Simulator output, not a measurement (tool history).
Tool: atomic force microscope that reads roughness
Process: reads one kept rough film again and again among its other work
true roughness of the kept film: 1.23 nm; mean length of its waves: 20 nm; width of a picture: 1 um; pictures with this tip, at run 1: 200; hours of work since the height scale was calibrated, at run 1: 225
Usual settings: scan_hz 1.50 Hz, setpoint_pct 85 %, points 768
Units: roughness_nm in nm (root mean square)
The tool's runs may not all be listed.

run,hour,scan_hz,setpoint_pct,points,pictures with this tip,hours of work since the height scale was calibrated,roughness_nm
1,0.0,1.50,85,768,200,225,0.838
2,19.1,1.50,85,768,229,234,0.832
3,41.8,1.50,85,768,264,246,0.813
4,54.0,1.50,85,768,283,252,0.812
5,78.5,1.50,85,768,321,264,0.781
6,94.2,1.50,85,768,345,272,0.782
7,104.5,1.50,85,768,361,277,0.768
# hour 111.5: new tip fitted
8,117.2,1.50,85,768,9,283,0.961
9,131.5,1.50,85,364,31,290,0.935
10,148.9,1.50,85,768,58,299,0.926
11,166.1,1.50,85,768,85,307,0.909
12,184.6,1.50,85,768,113,317,0.896
13,205.5,1.50,85,768,146,327,0.877
14,222.7,1.50,85,768,172,336,0.856
15,243.4,1.50,85,768,204,346,0.856
16,257.8,1.50,85,768,227,353,0.828
17,277.7,1.50,85,768,257,363,0.806
18,297.6,1.50,61,768,288,373,0.882
19,320.8,1.50,61,768,324,385,0.846
# hour 324.0: height scale calibrated on a step standard
20,336.6,1.50,61,768,347,6,0.854
# hour 352.0: new tip fitted
21,354.1,1.50,61,768,3,15,1.044
22,369.1,1.50,61,768,26,22,1.033
23,385.0,1.50,70,768,51,30,0.988
# hour 403.5: height scale calibrated on a step standard, once more
24,407.6,1.50,85,768,84,2,0.907
25,417.7,1.50,74,768,100,7,0.947
26,436.3,1.50,74,768,129,16,0.936
27,453.5,1.94,74,882,155,25,0.894
28,477.6,0.78,69,964,193,37,0.928
29,499.3,0.78,69,964,226,48,0.907
30,509.3,0.78,69,964,242,53,0.903
31,522.1,0.82,82,261,262,59,0.849
32,539.2,1.19,85,768,288,68,0.832
33,550.8,1.50,76,733,306,74,0.836
34,572.4,2.13,77,428,339,84,0.784
# hour 592.6: new tip fitted
35,594.0,1.21,60,933,2,95,1.070
36,617.9,1.14,71,303,39,107,0.984
37,633.0,3.68,82,597,62,114,0.833
38,647.0,3.68,82,597,84,121,0.814
39,669.5,1.50,85,364,119,133,0.887
40,687.4,1.20,85,378,147,141,0.886
41,697.4,1.04,68,521,162,146,0.937
42,721.8,3.26,79,309,200,159,0.786
43,745.3,2.59,85,837,236,170,0.785
44,769.2,2.59,85,837,273,182,0.751
45,783.1,2.59,85,837,294,189,0.741
46,797.4,0.50,58,376,317,196,0.881
47,814.6,0.81,77,768,343,205,0.846

Hidden state or all else? Some run-to-run changes of roughness_nm, split into what the settings, what came in and random variation would give without the hidden state, and what is left for the hidden state (with any gauge scatter that isn't in both results):
The hidden state here: radius of the tip, nm; height scale over the true one, %; drift of the gauge itself on roughness_nm, %.
Run 7 -> 8: new tip fitted. roughness_nm +0.193 nm (root mean square): hidden state +0.190, all else +0.003.
Run 20 -> 21: new tip fitted. roughness_nm +0.190 nm (root mean square): hidden state +0.197, all else -0.007.
Run 34 -> 35: scan_hz 2.13 -> 1.21, setpoint_pct 77 -> 60, points 428 -> 933, new tip fitted. roughness_nm +0.286 nm (root mean square): hidden state +0.186, all else +0.100.
